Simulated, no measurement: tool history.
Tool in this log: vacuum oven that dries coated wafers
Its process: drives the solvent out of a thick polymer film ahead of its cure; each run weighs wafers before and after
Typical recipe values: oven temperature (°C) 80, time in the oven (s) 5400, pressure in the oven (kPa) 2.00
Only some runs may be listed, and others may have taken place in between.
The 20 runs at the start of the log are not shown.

run    hour  oven temperature (°C)  time in the oven (s)  pressure in the oven (kPa)  solvent left in the film (%)
     1077.5  -- oven's thermocouples calibrated, once more
 21  1136.1                     80                  5400                        2.00                          2.61
 22  1202.7                     80                  5400                        2.00                          2.64
 23  1282.8                     80                  5400                        2.00                          2.63
 24  1354.2                     80                  5400                        2.00                          2.61
 25  1404.4                     90                  3780                        1.49                          1.83
 26  1467.0                     80                  2880                        1.26                          4.54
 27  1504.4                     88                  4860                        1.26                          1.43
 28  1558.0                     88                  4860                        1.26                          1.41
 29  1610.1                     88                  4860                        1.26                          1.42

Predict the results of run 30:
 30  1663.0                     88                  4860                        1.26                             ?

solvent left in the film (%): 1.39
Minus the tool's unlogged condition, the same run would have read solvent left in the film (%) 1.39.

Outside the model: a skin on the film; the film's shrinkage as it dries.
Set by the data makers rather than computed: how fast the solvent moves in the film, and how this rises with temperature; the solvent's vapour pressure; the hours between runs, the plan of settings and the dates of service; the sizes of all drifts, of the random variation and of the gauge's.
